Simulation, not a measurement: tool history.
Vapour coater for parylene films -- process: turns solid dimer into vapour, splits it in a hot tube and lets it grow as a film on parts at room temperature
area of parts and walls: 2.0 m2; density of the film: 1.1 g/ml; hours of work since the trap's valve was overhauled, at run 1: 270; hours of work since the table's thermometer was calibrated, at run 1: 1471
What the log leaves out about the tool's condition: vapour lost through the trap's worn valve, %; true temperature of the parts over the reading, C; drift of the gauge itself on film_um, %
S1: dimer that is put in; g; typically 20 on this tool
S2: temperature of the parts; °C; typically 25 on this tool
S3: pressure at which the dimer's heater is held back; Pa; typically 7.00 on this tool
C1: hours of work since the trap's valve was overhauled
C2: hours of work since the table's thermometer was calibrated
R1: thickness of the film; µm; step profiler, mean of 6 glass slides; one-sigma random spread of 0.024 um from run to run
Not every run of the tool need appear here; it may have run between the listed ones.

| run | hour | S1 | S2 | S3 | C1 | C2 | R1 |
|---|---|---|---|---|---|---|---|
| 1 | 0.0 | 20 | 25 | 7.00 | 270 | 1471 | 4.03 |
| 2 | 38.6 | 20 | 29 | 7.00 | 296 | 1497 | 3.51 |
| 3 | 69.0 | 20 | 29 | 8.48 | 317 | 1518 | 3.34 |
| 4 | 117.9 | 20 | 25 | 7.00 | 350 | 1550 | 3.94 |
| 5 | 144.0 | 20 | 25 | 6.51 | 367 | 1568 | 4.00 |
|  | 152.4 | trap's valve overhauled |
| 6 | 187.6 | 13 | 25 | 7.00 | 24 | 1595 | 2.75 |
| 7 | 241.3 | 13 | 25 | 7.00 | 60 | 1631 | 2.75 |
| 8 | 282.7 | 20 | 25 | 3.33 | 88 | 1659 | 4.61 |
| 9 | 332.2 | 27 | 25 | 7.00 | 121 | 1693 | 5.69 |
| 10 | 381.4 | 27 | 25 | 7.00 | 155 | 1726 | 5.52 |
| 11 | 421.0 | 12 | 25 | 7.00 | 181 | 1753 | 2.49 |
| 12 | 449.2 | 20 | 25 | 7.00 | 201 | 1772 | 4.09 |
| 13 | 479.7 | 20 | 25 | 8.31 | 221 | 1792 | 4.00 |
| 14 | 508.1 | 24 | 25 | 8.31 | 240 | 1811 | 4.84 |
| 15 | 540.1 | 24 | 25 | 8.31 | 262 | 1833 | 4.75 |
| 16 | 585.1 | 24 | 25 | 8.31 | 292 | 1863 | 4.72 |
| 17 | 617.2 | 24 | 25 | 8.31 | 314 | 1885 | 4.65 |
| 18 | 644.4 | 20 | 25 | 7.00 | 332 | 1904 | 3.95 |
|  | 648.3 | table's thermometer calibrated |
| 19 | 696.6 | 20 | 25 | 7.00 | 367 | 33 | 4.03 |
|  | 705.6 | trap's valve overhauled |
| 20 | 728.7 | 20 | 25 | 7.00 | 16 | 52 | 4.27 |
| 21 | 777.5 | 34 | 27 | 3.13 | 49 | 85 | 7.53 |
| 22 | 832.4 | 9 | 18 | 9.47 | 86 | 122 | 2.37 |
| 23 | 876.9 | 9 | 18 | 9.47 | 116 | 152 | 2.37 |
| 24 | 912.5 | 11 | 17 | 7.00 | 140 | 176 | 3.10 |
| 25 | 973.2 | 25 | 36 | 2.97 | 181 | 217 | 3.93 |
|  | 980.1 | table's thermometer calibrated, once more |
| 26 | 1033.1 | 20 | 25 | 5.49 | 221 | 36 | 4.13 |
| 27 | 1063.2 | 20 | 28 | 2.50 | 241 | 56 | 4.15 |
| 28 | 1105.1 | 20 | 28 | 2.50 | 269 | 84 | 4.04 |
| 29 | 1147.5 | 25 | 24 | 6.61 | 298 | 113 | 5.16 |
| 30 | 1204.6 | 25 | 24 | 2.49 | 336 | 152 | 5.80 |
| 31 | 1237.7 | 9 | 27 | 7.00 | 359 | 174 | 1.65 |
|  | 1256.3 | trap's valve overhauled |
| 32 | 1281.7 | 27 | 22 | 8.01 | 17 | 201 | 6.22 |
| 33 | 1335.8 | 20 | 25 | 7.65 | 54 | 238 | 4.09 |
| 34 | 1394.8 | 20 | 25 | 7.65 | 94 | 278 | 4.14 |
| 35 | 1438.9 | 9 | 23 | 9.59 | 123 | 307 | 1.92 |

Forecast each of these 3 alternatives for the next run:
| A | 1469.1 | 9 | 23 | 7.22 | 144 | 328 | ? |
| B | 1469.1 | 8 | 25 | 7.00 | 144 | 328 | ? |
| C | 1469.1 | 9 | 23 | 4.54 | 144 | 328 | ? |

| run | R1 |
|---|---|
| A | 1.96 |
| B | 1.66 |
| C | 2.09 |
With the hidden condition removed and each run's random variation left untouched, the same runs would have given:
| run | R1 |
|---|---|
| A | 2.01 |
| B | 1.69 |
| C | 2.14 |

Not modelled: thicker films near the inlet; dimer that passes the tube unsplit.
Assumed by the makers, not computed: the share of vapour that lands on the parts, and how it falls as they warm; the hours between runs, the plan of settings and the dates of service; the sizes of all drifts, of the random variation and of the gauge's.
